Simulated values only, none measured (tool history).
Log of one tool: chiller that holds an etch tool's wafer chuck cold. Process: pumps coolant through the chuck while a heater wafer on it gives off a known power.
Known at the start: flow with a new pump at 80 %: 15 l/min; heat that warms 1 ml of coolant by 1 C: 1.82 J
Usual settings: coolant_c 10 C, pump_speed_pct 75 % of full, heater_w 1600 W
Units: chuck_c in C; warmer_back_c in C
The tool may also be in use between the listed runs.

| run | hour | coolant_c | pump_speed_pct | heater_w | chuck_c | warmer_back_c |
|---|---|---|---|---|---|---|
| 1 | 0 | 10 | 75 | 1600 | 29.6 | 3.99 |
| 2 | 65.4 | 10 | 75 | 1600 | 29.6 | 3.95 |
| 3 | 95.2 | 10 | 75 | 1600 | 29.9 | 3.95 |
| 4 | 128.9 | 10 | 75 | 1600 | 29.9 | 3.99 |
| 5 | 191.4 | 10 | 75 | 1600 | 29.7 | 3.99 |
| 6 | 232.5 | 10 | 75 | 1600 | 29.8 | 3.96 |
| 7 | 270.6 | 10 | 75 | 1600 | 29.9 | 4 |
| 8 | 307.1 | 10 | 75 | 1600 | 29.9 | 3.97 |
| 9 | 342.1 | 7 | 75 | 1600 | 26.8 | 4.01 |
| 10 | 380.5 | 18 | 75 | 1600 | 38 | 4.01 |
| 11 | 424.8 | 18 | 75 | 1600 | 38.1 | 3.97 |
| 12 | 464.6 | 18 | 75 | 1600 | 37.8 | 3.98 |
| 13 | 522.9 | 3 | 71 | 1520 | 22.8 | 4.05 |
| 14 | 572.9 | 11 | 71 | 1530 | 30.9 | 4.01 |
| 15 | 630.7 | 10 | 89 | 1600 | 28 | 3.33 |
| 16 | 689.3 | 10 | 90 | 1315 | 24.8 | 2.73 |
| 17 | 756 | 10 | 90 | 1315 | 24.9 | 2.72 |
| 18 | 807.3 | 11 | 75 | 827 | 21.7 | 2.05 |
| 19 | 873.3 | 10 | 63 | 1395 | 29.7 | 4.28 |
| 20 | 934.1 | 10 | 63 | 1395 | 29.8 | 4.23 |
| 21 | 976.8 | 10 | 93 | 2204 | 34.5 | 4.5 |
| 22 | 1009.2 | 10 | 93 | 2204 | 34.4 | 4.46 |
| 23 | 1071 | 15 | 80 | 1322 | 31.2 | 3.15 |
| 24 | 1099 | 15 | 80 | 1322 | 31.5 | 3.16 |

5 ways to go on from here, each from the tool as it stands after run 24. What would each give?
| A | 1129.9 | 3 | 80 | 1322 | ? | ? |
| B | 1129.9 | 19 | 63 | 1712 | ? | ? |
| C | 1129.9 | 10 | 84 | 1600 | ? | ? |
| D | 1129.9 | 10 | 67 | 1600 | ? | ? |
| E | 1129.9 | 10 | 74 | 1784 | ? | ? |

| run | chuck_c | warmer_back_c |
|---|---|---|
| A | 19.2 | 3.13 |
| B | 43.2 | 5.14 |
| C | 29 | 3.66 |
| D | 32 | 4.52 |
| E | 32.9 | 4.63 |
Without the tool's hidden state the same runs would have given:
| run | chuck_c | warmer_back_c |
|---|---|---|
| A | 17.3 | 2.89 |
| B | 40.5 | 4.74 |
| C | 26.8 | 3.38 |
| D | 29.5 | 4.17 |
| E | 30.3 | 4.28 |
